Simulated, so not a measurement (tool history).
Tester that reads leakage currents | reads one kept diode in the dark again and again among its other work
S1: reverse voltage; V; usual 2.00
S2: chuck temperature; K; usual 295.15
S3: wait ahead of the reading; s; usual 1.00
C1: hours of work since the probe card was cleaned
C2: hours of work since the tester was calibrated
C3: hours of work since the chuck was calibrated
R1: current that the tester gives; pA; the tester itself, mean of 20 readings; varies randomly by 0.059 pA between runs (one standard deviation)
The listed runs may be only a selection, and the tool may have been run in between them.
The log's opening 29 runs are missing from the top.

run    hour    S1      S2    S3   C1    C2   C3      R1
 30   929.7  5.27  295.15  2.60  443  2167  729   18.87
      938.6  -- chuck's temperature calibrated
 31   951.1  2.00  299.15  9.27  459  2182   10   15.48
 32   992.6  1.92  333.15  2.02  491  2215   42  245.56
 33  1024.0  8.72  329.15  2.02  516  2239   67  351.67
 34  1064.5  2.00  315.15  1.42  548  2271   99   61.82
 35  1091.0  2.00  315.15  1.42  569  2292  120   61.50
 36  1133.6  5.84  309.15  0.54  602  2326  153   64.38
 37  1171.6  5.84  309.15  0.54  632  2356  183   64.88

5 options for the next run, each taken on its own from the tool as it stands now. Forecast them:
     1204.8  -- tester calibrated
  A  1204.8  6.15  296.15  1.50  657   0  208   ?
     1204.8  -- tester calibrated
  B  1204.8  1.49  323.15  2.81  657   0  208   ?
     1204.8  -- tester calibrated
  C  1204.8  1.39  326.15  1.00  657   0  208   ?
     1204.8  -- tester calibrated
  D  1204.8  4.91  299.15  2.31  657   0  208   ?
     1204.8  -- tester calibrated
  E  1204.8  6.58  309.15  0.54  657   0  208   ?

run      R1
  A   23.66
  B  103.99
  C  128.47
  D   26.05
  E   69.84
Stripped of hidden state, with their random variation kept, the same runs would have yielded:
run      R1
  A   19.12
  B  100.18
  C  124.11
  D   22.17
  E   63.76

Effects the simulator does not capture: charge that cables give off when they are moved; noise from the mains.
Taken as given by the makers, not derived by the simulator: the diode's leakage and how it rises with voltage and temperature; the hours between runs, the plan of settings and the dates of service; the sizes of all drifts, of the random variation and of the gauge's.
